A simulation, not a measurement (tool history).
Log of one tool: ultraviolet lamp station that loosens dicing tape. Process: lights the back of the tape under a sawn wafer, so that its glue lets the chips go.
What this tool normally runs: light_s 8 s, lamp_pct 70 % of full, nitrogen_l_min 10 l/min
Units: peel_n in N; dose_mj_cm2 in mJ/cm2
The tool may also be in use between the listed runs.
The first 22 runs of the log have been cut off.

At hour 405.6: window cleaned of glue's vapour, once more.
Run 23, hour 413.5: usual settings but lamp_pct 90 % of full. Result: peel_n 0.845 N, dose_mj_cm2 209 mJ/cm2.
Run 24, hour 428.1: usual settings but light_s 4 s, lamp_pct 63 % of full, nitrogen_l_min 8 l/min. Result: peel_n 3.344 N, dose_mj_cm2 69 mJ/cm2.
Run 25, hour 452.4: usual settings but light_s 9 s, lamp_pct 87 % of full, nitrogen_l_min 4 l/min. Result: peel_n 1.131 N, dose_mj_cm2 228 mJ/cm2.
Run 26, hour 474.7: usual settings but light_s 12 s. Result: peel_n 0.693 N, dose_mj_cm2 241 mJ/cm2.
Run 27, hour 499.0: usual settings but light_s 12 s. Result: peel_n 0.695 N, dose_mj_cm2 239 mJ/cm2.
Run 28, hour 516.7: usual settings but light_s 12 s. Result: peel_n 0.699 N, dose_mj_cm2 242 mJ/cm2.
Run 29, hour 532.5: usual settings but light_s 11 s, lamp_pct 74 % of full, nitrogen_l_min 4 l/min. Result: peel_n 1.115 N, dose_mj_cm2 233 mJ/cm2.
Run 30, hour 545.5: usual settings but light_s 5 s, lamp_pct 76 % of full, nitrogen_l_min 5 l/min. Result: peel_n 2.785 N, dose_mj_cm2 108 mJ/cm2.
Run 31, hour 564.4: usual settings but light_s 5 s, lamp_pct 81 % of full, nitrogen_l_min 7 l/min. Result: peel_n 2.295 N, dose_mj_cm2 117 mJ/cm2.
Run 32, hour 575.9: usual settings but light_s 5 s, lamp_pct 81 % of full, nitrogen_l_min 7 l/min. Result: peel_n 2.443 N, dose_mj_cm2 116 mJ/cm2.
Run 33, hour 593.8: usual settings but lamp_pct 76 % of full. Result: peel_n 1.282 N, dose_mj_cm2 170 mJ/cm2.
Run 34, hour 614.6: usual settings but light_s 12 s, lamp_pct 61 % of full, nitrogen_l_min 12 l/min. Result: peel_n 0.876 N, dose_mj_cm2 203 mJ/cm2.
Run 35, hour 635.9: usual settings but light_s 12 s, lamp_pct 61 % of full, nitrogen_l_min 12 l/min. Result: peel_n 0.924 N, dose_mj_cm2 203 mJ/cm2.
Run 36, hour 659.2: usual settings but light_s 4 s, lamp_pct 61 % of full, nitrogen_l_min 3 l/min. Result: peel_n 4.171 N, dose_mj_cm2 67 mJ/cm2.
Run 37, hour 673.2: usual settings but light_s 15 s, lamp_pct 63 % of full, nitrogen_l_min 4 l/min. Result: peel_n 0.946 N, dose_mj_cm2 259 mJ/cm2.
Run 38, hour 698.9: usual settings but light_s 4 s, lamp_pct 65 % of full, nitrogen_l_min 4 l/min. Result: peel_n 3.844 N, dose_mj_cm2 74 mJ/cm2.
Run 39, hour 712.8: usual settings but light_s 12 s, lamp_pct 71 % of full, nitrogen_l_min 4 l/min. Result: peel_n 1.179 N, dose_mj_cm2 233 mJ/cm2.
Run 40, hour 737.7: usual settings but light_s 4 s, nitrogen_l_min 12 l/min. Result: peel_n 3.174 N, dose_mj_cm2 76 mJ/cm2.
Run 41, hour 763.5: usual settings but lamp_pct 69 % of full. Result: peel_n 1.599 N, dose_mj_cm2 151 mJ/cm2.
Run 42, hour 780.7: usual settings but light_s 6 s, lamp_pct 91 % of full. Result: peel_n 1.569 N, dose_mj_cm2 144 mJ/cm2.
Run 43, hour 795.9: usual settings but light_s 6 s, lamp_pct 91 % of full. Result: peel_n 1.636 N, dose_mj_cm2 145 mJ/cm2.

Branching from run 43: 3 alternative next runs. What would each branch give?
Run A, hour 821.7: usual settings but light_s 7 s, lamp_pct 64 % of full. Result: peel_n ?, dose_mj_cm2 ?.
Run B, hour 821.7: usual settings. Result: peel_n ?, dose_mj_cm2 ?.
Run C, hour 821.7: usual settings but nitrogen_l_min 8 l/min. Result: peel_n ?, dose_mj_cm2 ?.

run  peel_n  dose_mj_cm2
  A   2.162          114
  B   1.576          146
  C   1.739          149
What these runs would have given with no unlogged condition in the tool:
run  peel_n  dose_mj_cm2
  A   1.630          143
  B   1.123          182
  C   1.255          186
